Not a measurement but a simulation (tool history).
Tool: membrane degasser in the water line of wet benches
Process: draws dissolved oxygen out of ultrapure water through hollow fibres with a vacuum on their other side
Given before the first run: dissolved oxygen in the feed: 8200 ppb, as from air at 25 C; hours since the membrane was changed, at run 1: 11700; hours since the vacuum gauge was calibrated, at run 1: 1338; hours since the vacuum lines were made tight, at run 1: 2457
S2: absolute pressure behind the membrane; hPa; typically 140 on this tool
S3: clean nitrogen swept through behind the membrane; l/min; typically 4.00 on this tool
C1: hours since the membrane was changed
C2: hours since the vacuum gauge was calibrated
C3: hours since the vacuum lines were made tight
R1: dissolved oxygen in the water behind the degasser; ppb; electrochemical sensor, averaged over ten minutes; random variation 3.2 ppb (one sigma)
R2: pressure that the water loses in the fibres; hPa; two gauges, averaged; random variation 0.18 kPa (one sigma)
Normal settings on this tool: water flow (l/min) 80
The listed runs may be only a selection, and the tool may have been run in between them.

{"run": 1, "hour": 0.0, "water flow (l/min)": 80, "S2": 140, "S3": 4.0, "C1": 11700, "C2": 1338, "C3": 2457, "R1": 462.6, "R2": 358.8}
{"run": 2, "hour": 296.4, "water flow (l/min)": 80, "S2": 140, "S3": 4.0, "C1": 11996, "C2": 1634, "C3": 2753, "R1": 462.6, "R2": 357.2}
{"hour": 479.1, "done": "membrane cartridge changed"}
{"run": 3, "hour": 639.0, "water flow (l/min)": 80, "S2": 140, "S3": 4.0, "C1": 160, "C2": 1973, "C3": 3092, "R1": 466.1, "R2": 359.3}
{"run": 4, "hour": 936.7, "water flow (l/min)": 80, "S2": 140, "S3": 4.0, "C1": 458, "C2": 2270, "C3": 3390, "R1": 463.4, "R2": 361.5}
{"run": 5, "hour": 1259.0, "water flow (l/min)": 80, "S2": 140, "S3": 4.0, "C1": 780, "C2": 2593, "C3": 3712, "R1": 460.9, "R2": 361.5}
{"run": 6, "hour": 1606.3, "water flow (l/min)": 80, "S2": 235, "S3": 4.0, "C1": 1127, "C2": 2940, "C3": 4059, "R1": 819.8, "R2": 361.0}
{"run": 7, "hour": 1751.2, "water flow (l/min)": 80, "S2": 235, "S3": 4.0, "C1": 1272, "C2": 3085, "C3": 4204, "R1": 837.2, "R2": 362.4}
{"run": 8, "hour": 2013.6, "water flow (l/min)": 80, "S2": 235, "S3": 4.0, "C1": 1535, "C2": 3347, "C3": 4467, "R1": 830.4, "R2": 361.6}
{"run": 9, "hour": 2189.7, "water flow (l/min)": 80, "S2": 235, "S3": 4.0, "C1": 1711, "C2": 3523, "C3": 4643, "R1": 831.8, "R2": 360.8}
{"run": 10, "hour": 2524.3, "water flow (l/min)": 80, "S2": 306, "S3": 4.0, "C1": 2045, "C2": 3858, "C3": 4977, "R1": 1084.2, "R2": 361.0}
{"run": 11, "hour": 2760.6, "water flow (l/min)": 80, "S2": 306, "S3": 4.0, "C1": 2282, "C2": 4094, "C3": 5214, "R1": 1074.5, "R2": 361.9}
{"run": 12, "hour": 3033.5, "water flow (l/min)": 54, "S2": 314, "S3": 10.35, "C1": 2554, "C2": 4367, "C3": 5487, "R1": 342.4, "R2": 245.2}
{"run": 13, "hour": 3177.3, "water flow (l/min)": 76, "S2": 116, "S3": 4.0, "C1": 2698, "C2": 4511, "C3": 5630, "R1": 349.9, "R2": 345.4}
{"run": 14, "hour": 3521.1, "water flow (l/min)": 80, "S2": 250, "S3": 2.39, "C1": 3042, "C2": 4855, "C3": 5974, "R1": 1291.4, "R2": 366.4}
{"run": 15, "hour": 3695.1, "water flow (l/min)": 80, "S2": 250, "S3": 2.39, "C1": 3216, "C2": 5029, "C3": 6148, "R1": 1312.1, "R2": 365.3}
{"run": 16, "hour": 4048.7, "water flow (l/min)": 99, "S2": 155, "S3": 2.43, "C1": 3570, "C2": 5382, "C3": 6502, "R1": 913.4, "R2": 453.0}
{"hour": 4135.3, "done": "vacuum gauge calibrated"}
{"run": 17, "hour": 4278.5, "water flow (l/min)": 99, "S2": 155, "S3": 2.43, "C1": 3799, "C2": 143, "C3": 6731, "R1": 909.8, "R2": 453.1}
{"hour": 4560.5, "done": "seals of the vacuum lines changed"}
{"run": 18, "hour": 4568.4, "water flow (l/min)": 99, "S2": 174, "S3": 3.9, "C1": 4087, "C2": 431, "C3": 8, "R1": 728.0, "R2": 450.1}
{"run": 19, "hour": 4911.4, "water flow (l/min)": 123, "S2": 174, "S3": 5.57, "C1": 4430, "C2": 774, "C3": 351, "R1": 647.1, "R2": 562.7}

What differs in the tool's unlogged condition from the final listed run ahead of each entry between runs to the first listed run following it?
Logged between run 2 and run 3: membrane cartridge changed (hour 479.1)
  membrane still open, %: 99.9 -> 100; drift of the gauge itself on loss_of_pressure_kpa, %: 0.12 -> 0.25
  difference, measured minus the result without the unlogged condition, R2: +0.8 -> +0.9 hPa
Logged between run 16 and run 17: vacuum gauge calibrated (hour 4135.3)
  true pressure behind the membrane over the reading, kPa: 0.01 -> 0; drift of the gauge itself on loss_of_pressure_kpa, %: 1.6 -> 1.69
  difference, measured minus the result without the unlogged condition, R2: +7.3 -> +7.7 hPa
Logged between run 17 and run 18: seals of the vacuum lines changed (hour 4560.5)
  air that leaks in behind the membrane, l/min: 0.0023 -> 0.002; drift of the gauge itself on loss_of_pressure_kpa, %: 1.69 -> 1.8
  difference, measured minus the result without the unlogged condition, R2: +7.7 -> +8.1 hPa

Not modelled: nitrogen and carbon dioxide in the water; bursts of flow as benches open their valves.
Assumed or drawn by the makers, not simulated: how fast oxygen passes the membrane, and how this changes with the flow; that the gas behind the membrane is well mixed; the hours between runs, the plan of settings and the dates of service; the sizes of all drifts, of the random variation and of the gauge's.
